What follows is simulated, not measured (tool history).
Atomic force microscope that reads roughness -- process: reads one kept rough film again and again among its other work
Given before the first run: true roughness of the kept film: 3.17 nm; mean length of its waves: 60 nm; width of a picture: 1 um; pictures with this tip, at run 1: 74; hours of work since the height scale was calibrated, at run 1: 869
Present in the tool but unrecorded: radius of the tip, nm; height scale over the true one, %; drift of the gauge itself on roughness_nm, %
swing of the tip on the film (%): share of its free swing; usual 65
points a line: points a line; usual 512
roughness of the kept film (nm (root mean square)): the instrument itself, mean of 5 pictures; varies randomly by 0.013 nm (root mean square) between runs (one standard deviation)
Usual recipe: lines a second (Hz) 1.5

run,hour,lines a second (Hz),swing of the tip on the film (%),points a line,pictures with this tip,hours of work since the height scale was calibrated,roughness of the kept film (nm (root mean square))
1,0,1.5,65,512,74,869,2.981
2,39.7,1.5,65,984,110,888,2.965
3,101,1.5,65,984,166,919,2.974
4,168.1,1.5,75,984,227,952,2.882
5,229.4,3.01,75,984,282,983,2.761
# hour 245.3: new tip fitted
6,258.2,1.5,83,512,12,997,2.871
7,313.9,3.2,83,512,62,1024,2.687
8,367.7,3.2,83,512,111,1051,2.696
9,418.5,3.2,83,512,157,1076,2.663
10,478.4,3.2,83,512,212,1106,2.653
11,524.1,3.2,83,512,253,1129,2.657
12,564.8,3.2,83,512,290,1149,2.62
# hour 569.8: new tip fitted
13,597,3.2,83,512,25,1165,2.707
14,655.5,1.5,65,512,78,1194,2.96
15,695.9,1.5,65,512,115,1214,2.948
16,759.8,1.5,65,512,173,1246,2.946
17,818.3,3.78,65,512,226,1275,2.826
18,881.7,3.78,65,512,283,1306,2.802
# hour 896.4: new tip fitted
19,925.3,1.5,65,512,26,1328,2.951
20,987.9,1.5,66,512,83,1359,2.952
21,1025.2,1.5,66,512,117,1378,2.952
22,1092.4,0.7,61,268,178,1411,2.969
23,1142.3,1.45,65,512,223,1436,2.893
24,1203.7,1.5,75,512,279,1466,2.846
# hour 1224.4: new tip fitted
25,1263.3,1.35,69,512,36,1496,2.961
26,1317.4,1.35,69,512,85,1523,2.911
27,1358.4,1.66,78,512,122,1543,2.867
28,1395.3,1.66,78,512,155,1561,2.849
29,1460.2,1.66,78,512,214,1594,2.828
30,1515.9,1.66,78,512,265,1621,2.821
# hour 1549.7: new tip fitted
31,1555.2,1.5,83,512,5,1641,2.844
32,1607.4,0.68,83,512,52,1667,2.948
33,1667.7,0.68,83,512,107,1697,2.912
34,1721.8,3.17,70,285,156,1723,2.794
35,1755.2,0.7,58,512,187,1740,2.943
36,1807.1,1.34,71,559,234,1766,2.897
37,1860,1.34,71,559,282,1792,2.862
# hour 1873.5: new tip fitted
38,1896.6,1.5,73,512,21,1810,2.915
39,1932.8,1.22,84,319,53,1828,2.856

A few steps of roughness of the kept film (nm (root mean square)) between consecutive runs. Split each: what settings, incoming material and random variation would produce without the hidden state, and what is left over for the hidden state, along with gauge scatter present in only one of the two compared results (measured, and without hidden state):
Run 5 -> 6: lines a second (Hz) 3.01 -> 1.5, swing of the tip on the film (%) 75 -> 83, points a line 984 -> 512, new tip fitted. roughness of the kept film (nm (root mean square)) +0.11: hidden state +0.064, all else +0.046.
Run 6 -> 7: lines a second (Hz) 1.5 -> 3.2. roughness of the kept film (nm (root mean square)) -0.184: hidden state -0.011, all else -0.173.
Run 12 -> 13: new tip fitted. roughness of the kept film (nm (root mean square)) +0.087: hidden state +0.065, all else +0.022.
Run 13 -> 14: lines a second (Hz) 3.2 -> 1.5, swing of the tip on the film (%) 83 -> 65. roughness of the kept film (nm (root mean square)) +0.253: hidden state -0.019, all else +0.272.
Run 18 -> 19: lines a second (Hz) 3.78 -> 1.5, new tip fitted. roughness of the kept film (nm (root mean square)) +0.149: hidden state +0.054, all else +0.095.
Run 37 -> 38: lines a second (Hz) 1.34 -> 1.5, swing of the tip on the film (%) 71 -> 73, points a line 559 -> 512, new tip fitted. roughness of the kept film (nm (root mean square)) +0.053: hidden state +0.068, all else -0.015.
